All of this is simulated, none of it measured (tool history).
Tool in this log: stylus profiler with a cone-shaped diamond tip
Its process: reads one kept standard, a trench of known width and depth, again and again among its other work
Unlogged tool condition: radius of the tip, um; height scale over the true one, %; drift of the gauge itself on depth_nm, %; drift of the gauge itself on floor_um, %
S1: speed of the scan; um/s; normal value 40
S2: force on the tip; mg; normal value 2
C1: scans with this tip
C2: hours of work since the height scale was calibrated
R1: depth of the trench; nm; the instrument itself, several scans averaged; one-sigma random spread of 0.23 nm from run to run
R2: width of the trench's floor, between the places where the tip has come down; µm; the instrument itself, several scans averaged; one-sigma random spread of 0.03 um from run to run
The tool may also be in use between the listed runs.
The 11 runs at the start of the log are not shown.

| run | hour | S1 | S2 | C1 | C2 | R1 | R2 |
|---|---|---|---|---|---|---|---|
| 12 | 340.8 | 122 | 1.05 | 3617 | 641 | 1007.52 | 21.69 |
| 13 | 377.8 | 122 | 1.07 | 3756 | 666 | 1007.35 | 21.7 |
| 14 | 405 | 122 | 1.07 | 3858 | 684 | 1007 | 21.59 |
| 15 | 424.9 | 110 | 1.07 | 3933 | 697 | 1007 | 21.77 |
| 16 | 463.7 | 110 | 1.07 | 4078 | 723 | 1006.81 | 21.72 |
| 17 | 482.2 | 110 | 1.07 | 4147 | 735 | 1006.69 | 21.62 |
| 18 | 516.3 | 40 | 2 | 4275 | 758 | 1011.57 | 22.27 |
| 19 | 543.8 | 40 | 2 | 4378 | 776 | 1011.73 | 22.32 |
| 20 | 585.5 | 17 | 2 | 4534 | 804 | 1011.87 | 22.36 |
| 21 | 626 | 40 | 3.41 | 4686 | 830 | 1018.05 | 22.22 |
| 22 | 657.7 | 40 | 2.96 | 4805 | 851 | 1015.91 | 22.17 |
| 23 | 693.6 | 50 | 1.67 | 4939 | 875 | 1009.89 | 21.98 |
| 24 | 733.5 | 50 | 1.67 | 5088 | 902 | 1009.8 | 21.96 |
| 25 | 769.9 | 50 | 1.67 | 5225 | 926 | 1009.34 | 21.95 |
| 26 | 801.2 | 50 | 1.67 | 5342 | 947 | 1009.38 | 21.91 |
| 27 | 821.3 | 57 | 0.84 | 5417 | 960 | 1004.56 | 21.69 |
| 28 | 845.1 | 14 | 1.37 | 5506 | 976 | 1007.34 | 22.09 |
| 29 | 886.8 | 142 | 1.67 | 5663 | 1004 | 1009.21 | 21.16 |
| 30 | 905.2 | 142 | 1.67 | 5732 | 1016 | 1009.06 | 21.14 |

What will run 31 give?
| 31 | 936.2 | 49 | 3.87 | 5848 | 1036 | ? | ? |

{"run 31": {"R1": 1018.94, "R2": 21.89}}
Had the tool carried no hidden state, the very same run would have given R1 1023.51 nm, R2 23.83 µm.

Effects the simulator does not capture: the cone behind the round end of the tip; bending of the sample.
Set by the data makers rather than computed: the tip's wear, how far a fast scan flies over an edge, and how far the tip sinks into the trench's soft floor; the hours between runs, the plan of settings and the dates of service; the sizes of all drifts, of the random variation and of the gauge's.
